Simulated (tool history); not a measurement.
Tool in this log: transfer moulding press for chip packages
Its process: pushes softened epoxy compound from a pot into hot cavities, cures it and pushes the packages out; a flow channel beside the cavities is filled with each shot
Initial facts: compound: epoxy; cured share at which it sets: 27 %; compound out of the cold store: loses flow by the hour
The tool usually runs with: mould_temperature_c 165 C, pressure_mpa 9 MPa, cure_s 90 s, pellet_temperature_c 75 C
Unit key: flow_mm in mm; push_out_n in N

run   hour  mould_temperature_c  pressure_mpa  cure_s  pellet_temperature_c  incoming compound's hours out of the cold store  flow_mm  push_out_n
  1      0                  165             9      90                    75                                             22.3      989         466
       3.1  -- cavities cleaned with cleaning compound and waxed
  2   23.6                  165             9      90                    75                                               27      968         362
  3   41.5                  165             9      90                    75                                             31.6      946         402
  4   70.1                  165          9.95      90                    75                                             25.7     1020         462
        79  -- cavities cleaned with cleaning compound and waxed
  5   99.4                  165             9      89                    75                                             26.8      961         360
  6  120.7                  165             9      90                    75                                             30.5      948         433
  7  142.7                  165             9      90                    66                                             29.7      950         470
       155  -- cavities cleaned with cleaning compound and waxed
  8  166.6                  165             9      90                    66                                             43.5      898         308
  9  191.2                  165             9      90                    66                                             18.8      983         428
 10  203.9                  165             9      90                    66                                             14.3     1000         437
     228.6  -- cavities cleaned with cleaning compound and waxed
 11  230.9                  165             9      90                    66                                             16.1      992         257
     235.4  -- mould's thermocouples calibrated
 12  253.6                  165             9      90                    77                                             46.8      876         333
 13  275.6                  165             9      90                    77                                             35.9      911         402
 14  293.5                  165             9      90                    77                                             11.1      995         438
       306  -- cavities cleaned with cleaning compound and waxed
 15  308.2                  165             9      90                    77                                             34.3      914         218
       339  -- plunger's sealing rings changed
 16    339                  171          7.24      96                    75                                             41.9      795         322
 17  358.1                  162          6.97      84                    84                                             43.8      807         552
     368.1  -- mould's thermocouples calibrated, once more
 18  382.4                  165         10.21      75                    75                                             33.1     1012         708
     385.2  -- cavities cleaned with cleaning compound and waxed
 19  404.6                  161           7.2      89                    67                                             39.3      851         518
 20  420.2                  164         10.72      84                    76                                             14.9     1115         549
 21  433.2                  164         10.72      84                    82                                             17.1     1100         595
 22  446.1                  165             9      90                    73                                             23.3      980         505
     458.9  -- cavities cleaned with cleaning compound and waxed
 23    464                  163          9.75      90                    70                                             19.5     1048         346
 24    492                  163          9.75      90                    70                                              9.2     1086         523
 25  517.1                  158          9.75      90                    79                                             32.5     1018         799
     533.1  -- cavities cleaned with cleaning compound and waxed
 26  546.6                  158          9.75      90                    79                                             19.2     1073         591
 27  567.8                  159             9     112                    75                                             19.6     1019         454
 28  580.8                  159             9     112                    75                                              8.9     1059         503

What would each run have given without the hidden state, its run-to-run variation left as it was?
The hidden state here: true mould temperature over the reading, C; pressure that reaches the compound, % of what is set; grip of the stained cavities, % over clean ones'; drift of the gauge itself on flow_mm, %; drift of the gauge itself on push_out_n, %.
run  flow_mm  push_out_n
  1      995         233
  2      977         244
  3      956         229
  4     1034         234
  5      977         240
  6      966         243
  7      970         246
  8      919         238
  9     1009         254
 10     1028         239
 11     1022         252
 12      909         225
 13      947         234
 14     1037         241
 15      953         225
 16      804         184
 17      820         333
 18     1017         337
 19      857         324
 20     1124         300
 21     1111         298
 22      990         246
 23     1062         299
 24     1103         294
 25     1037         394
 26     1096         411
 27     1044         251
 28     1086         262

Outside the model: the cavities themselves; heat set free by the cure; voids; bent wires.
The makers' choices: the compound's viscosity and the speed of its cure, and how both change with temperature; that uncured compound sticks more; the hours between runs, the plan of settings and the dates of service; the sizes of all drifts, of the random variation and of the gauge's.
